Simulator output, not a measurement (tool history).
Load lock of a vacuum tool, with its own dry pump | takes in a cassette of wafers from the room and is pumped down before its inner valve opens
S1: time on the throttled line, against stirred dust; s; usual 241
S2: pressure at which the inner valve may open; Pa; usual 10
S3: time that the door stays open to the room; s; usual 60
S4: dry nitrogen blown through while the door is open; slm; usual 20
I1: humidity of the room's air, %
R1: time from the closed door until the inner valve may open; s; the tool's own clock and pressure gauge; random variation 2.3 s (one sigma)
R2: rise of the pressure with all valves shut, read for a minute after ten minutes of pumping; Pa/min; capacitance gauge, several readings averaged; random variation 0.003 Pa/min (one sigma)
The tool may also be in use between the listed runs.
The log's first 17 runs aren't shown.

run	hour	S1	S2	S3	S4	I1	R1	R2
18	6680.8	241	10	217	20	43.4	416.9	0.067
19	6895.4	241	10	27	12	43.1	417.6	0.049
20	7281.1	241	10	123	17	43.9	420.9	0.065
21	7687.8	249	15	34	17	44.4	419.2	0.05
22	8206.2	241	10	60	7	44	421.8	0.066
23	8629.2	124	10	30	4	41.8	319.5	0.057
24	9082.8	241	10	60	13	46.1	428.5	0.064
25	9301.9	241	10	60	13	46.5	431.3	0.068
26	9689.1	234	17	60	20	44.3	410.1	0.064
27	10115.4	234	17	60	20	47.3	412.4	0.065
28	10362.6	241	18	60	20	46.3	419.1	0.061
# hour 10705.7: dry pump taken out, an overhauled one fitted
29	10705.7	241	17	60	14	44	377.1	0.074
30	11068.3	241	17	60	14	43.3	377.8	0.071
31	11428.4	241	17	60	14	42.2	375.1	0.064
32	11684.7	137	12	57	4	43.3	293.3	0.081
33	11946.1	137	10	57	28	44.4	296.7	0.061

Forecast each of these 4 alternatives for the next run:
A	12344.5	137	7	57	28	45.8	?	?
B	12344.5	241	17	60	20	47.6	?	?
C	12344.5	241	19	186	13	45.7	?	?
D	12344.5	241	11	60	20	46.4	?	?

run	R1	R2
A	302.8	0.07
B	382.6	0.072
C	377.3	0.09
D	382.3	0.069
Without the tool's hidden state the same runs would have given:
run	R1	R2
A	297.6	0.026
B	378.1	0.028
C	373.4	0.046
D	378.1	0.026
